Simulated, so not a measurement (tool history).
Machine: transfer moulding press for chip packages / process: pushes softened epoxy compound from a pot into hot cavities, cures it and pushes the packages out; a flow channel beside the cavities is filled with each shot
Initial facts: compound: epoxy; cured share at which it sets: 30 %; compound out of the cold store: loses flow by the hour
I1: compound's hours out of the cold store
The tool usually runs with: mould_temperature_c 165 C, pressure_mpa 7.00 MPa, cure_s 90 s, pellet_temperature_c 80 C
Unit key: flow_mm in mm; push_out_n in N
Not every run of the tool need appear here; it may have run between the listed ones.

run 1 hour=0.0 | mould_temperature_c=165 pressure_mpa=7.00 cure_s=90 pellet_temperature_c=80 | I1=38.8 | flow_mm=476 push_out_n=555
run 2 hour=11.2 | mould_temperature_c=165 pressure_mpa=7.00 cure_s=90 pellet_temperature_c=80 | I1=34.3 | flow_mm=488 push_out_n=632
run 3 hour=20.8 | mould_temperature_c=165 pressure_mpa=7.00 cure_s=90 pellet_temperature_c=78 | I1=30.8 | flow_mm=493 push_out_n=697
run 4 hour=26.5 | mould_temperature_c=165 pressure_mpa=7.00 cure_s=90 pellet_temperature_c=80 | I1=43.4 | flow_mm=456 push_out_n=704
run 5 hour=38.2 | mould_temperature_c=165 pressure_mpa=7.00 cure_s=90 pellet_temperature_c=80 | I1=25.0 | flow_mm=509 push_out_n=773
run 6 hour=47.6 | mould_temperature_c=165 pressure_mpa=7.00 cure_s=90 pellet_temperature_c=80 | I1=43.4 | flow_mm=450 push_out_n=807
run 7 hour=53.2 | mould_temperature_c=165 pressure_mpa=7.00 cure_s=90 pellet_temperature_c=80 | I1=35.3 | flow_mm=473 push_out_n=800
run 8 hour=64.4 | mould_temperature_c=165 pressure_mpa=7.00 cure_s=90 pellet_temperature_c=80 | I1=29.7 | flow_mm=499 push_out_n=840
run 9 hour=76.2 | mould_temperature_c=165 pressure_mpa=7.00 cure_s=90 pellet_temperature_c=80 | I1=24.6 | flow_mm=505 push_out_n=847
run 10 hour=88.8 | mould_temperature_c=165 pressure_mpa=7.00 cure_s=90 pellet_temperature_c=80 | I1=44.4 | flow_mm=448 push_out_n=889
-- hour=99.3 plunger's sealing rings changed
-- hour=103.7 cavities cleaned with cleaning compound and waxed
run 11 hour=105.3 | mould_temperature_c=165 pressure_mpa=7.00 cure_s=90 pellet_temperature_c=80 | I1=20.5 | flow_mm=577 push_out_n=505
run 12 hour=110.7 | mould_temperature_c=165 pressure_mpa=7.00 cure_s=90 pellet_temperature_c=80 | I1=21.1 | flow_mm=577 push_out_n=543
run 13 hour=117.3 | mould_temperature_c=165 pressure_mpa=7.00 cure_s=90 pellet_temperature_c=80 | I1=41.8 | flow_mm=505 push_out_n=569
run 14 hour=128.2 | mould_temperature_c=165 pressure_mpa=7.00 cure_s=90 pellet_temperature_c=80 | I1=35.2 | flow_mm=533 push_out_n=644
run 15 hour=137.4 | mould_temperature_c=165 pressure_mpa=7.00 cure_s=103 pellet_temperature_c=80 | I1=43.2 | flow_mm=512 push_out_n=606
run 16 hour=148.9 | mould_temperature_c=172 pressure_mpa=6.29 cure_s=85 pellet_temperature_c=80 | I1=37.4 | flow_mm=489 push_out_n=613
run 17 hour=155.9 | mould_temperature_c=172 pressure_mpa=6.29 cure_s=85 pellet_temperature_c=80 | I1=18.9 | flow_mm=524 push_out_n=656
run 18 hour=165.7 | mould_temperature_c=168 pressure_mpa=6.29 cure_s=85 pellet_temperature_c=78 | I1=47.9 | flow_mm=458 push_out_n=730
run 19 hour=175.0 | mould_temperature_c=168 pressure_mpa=6.29 cure_s=85 pellet_temperature_c=78 | I1=14.5 | flow_mm=551 push_out_n=807
run 20 hour=184.4 | mould_temperature_c=168 pressure_mpa=6.60 cure_s=85 pellet_temperature_c=89 | I1=39.6 | flow_mm=490 push_out_n=759
run 21 hour=192.0 | mould_temperature_c=165 pressure_mpa=7.00 cure_s=86 pellet_temperature_c=75 | I1=47.1 | flow_mm=488 push_out_n=885
run 22 hour=203.6 | mould_temperature_c=165 pressure_mpa=7.00 cure_s=86 pellet_temperature_c=75 | I1=22.7 | flow_mm=566 push_out_n=925

Forecast run 23:
run 23 hour=209.3 | mould_temperature_c=163 pressure_mpa=6.07 cure_s=91 pellet_temperature_c=80 | I1=22.9 | flow_mm=? push_out_n=?

{"run 23": {"flow_mm": 529, "push_out_n": 990}}
Minus the tool's unlogged condition, the same run would have read flow_mm 542 mm, push_out_n 536 N.

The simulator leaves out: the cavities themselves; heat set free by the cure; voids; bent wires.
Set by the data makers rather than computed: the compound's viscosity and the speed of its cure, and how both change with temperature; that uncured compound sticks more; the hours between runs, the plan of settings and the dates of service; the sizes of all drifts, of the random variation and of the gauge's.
